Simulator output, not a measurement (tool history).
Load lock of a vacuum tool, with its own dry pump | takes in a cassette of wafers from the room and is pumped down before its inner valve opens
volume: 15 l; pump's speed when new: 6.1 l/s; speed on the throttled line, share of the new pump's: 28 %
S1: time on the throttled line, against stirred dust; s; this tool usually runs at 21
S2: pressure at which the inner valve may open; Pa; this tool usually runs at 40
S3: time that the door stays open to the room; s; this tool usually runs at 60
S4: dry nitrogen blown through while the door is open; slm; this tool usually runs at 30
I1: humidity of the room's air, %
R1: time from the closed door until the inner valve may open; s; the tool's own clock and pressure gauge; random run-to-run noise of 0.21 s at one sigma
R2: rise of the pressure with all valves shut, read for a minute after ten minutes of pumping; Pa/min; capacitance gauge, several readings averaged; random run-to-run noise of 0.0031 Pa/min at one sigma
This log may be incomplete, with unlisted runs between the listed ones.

run,day,S1,S2,S3,S4,I1,R1,R2
1,0.000,21,40,60,30,39.6,35.6,0.108
2,2.667,21,40,60,30,47.6,35.9,0.113
3,7.971,21,40,60,4,44.1,35.8,0.157
4,13.158,21,40,60,4,45.9,36.5,0.155
5,19.004,21,40,60,4,44.6,36.2,0.160
6,23.338,21,40,60,4,42.5,36.4,0.150
7,28.158,21,40,60,4,44.7,36.2,0.153
8,34.125,21,40,60,4,44.3,36.1,0.162
9,37.879,21,40,60,30,43.3,36.6,0.117
10,42.833,21,40,60,30,47.0,36.6,0.122
11,47.642,21,40,29,30,45.0,37.0,0.107
12,53.688,21,40,29,30,45.5,36.5,0.109
13,59.371,21,40,60,30,44.9,36.3,0.124
14,64.875,21,33,60,30,45.6,36.9,0.131
15,70.050,21,33,60,30,45.9,37.1,0.123
16,75.271,21,40,60,30,44.2,36.7,0.124
17,79.554,21,40,60,30,44.1,36.5,0.124
18,84.233,11,40,60,30,38.4,29.8,0.117
19,90.192,20,70,29,17,46.9,34.2,0.137
20,93.496,20,70,29,17,45.6,34.3,0.130
21,96.488,20,70,29,17,45.0,34.2,0.127
22,101.500,20,70,29,17,47.8,34.5,0.136
23,106.704,33,35,60,30,47.9,45.1,0.138
24,111.946,33,29,71,29,40.8,46.2,0.132
25,116.454,21,29,90,29,44.7,38.1,0.148
26,122.900,21,29,90,29,48.5,37.6,0.146
27,126.325,21,29,93,29,42.9,38.0,0.139
28,131.117,21,29,93,29,43.8,37.5,0.144
29,137.592,21,51,93,39,43.8,36.4,0.136
30,143.383,25,40,60,41,46.7,39.6,0.137
31,146.250,21,62,60,15,44.7,35.8,0.158
32,150.346,21,38,27,39,44.5,37.2,0.125
33,155.321,36,40,81,19,41.2,46.9,0.162
34,158.167,33,40,30,4,44.6,45.4,0.163
35,163.367,36,65,60,30,48.0,45.8,0.150
36,166.804,18,59,60,7,43.9,34.2,0.183

Here are 4 independent what-if runs from the current tool condition. What would each one return?
A,170.571,21,69,60,8,45.1,?,?
B,170.571,13,48,37,7,44.1,?,?
C,170.571,29,40,28,12,42.7,?,?
D,170.571,18,59,234,7,45.7,?,?

run,R1,R2
A,36.2,0.176
B,31.6,0.165
C,42.7,0.150
D,33.7,0.236
Had the tool no hidden state, the same runs would have come out as:
run,R1,R2
A,33.6,0.099
B,28.5,0.087
C,40.4,0.072
D,30.9,0.159

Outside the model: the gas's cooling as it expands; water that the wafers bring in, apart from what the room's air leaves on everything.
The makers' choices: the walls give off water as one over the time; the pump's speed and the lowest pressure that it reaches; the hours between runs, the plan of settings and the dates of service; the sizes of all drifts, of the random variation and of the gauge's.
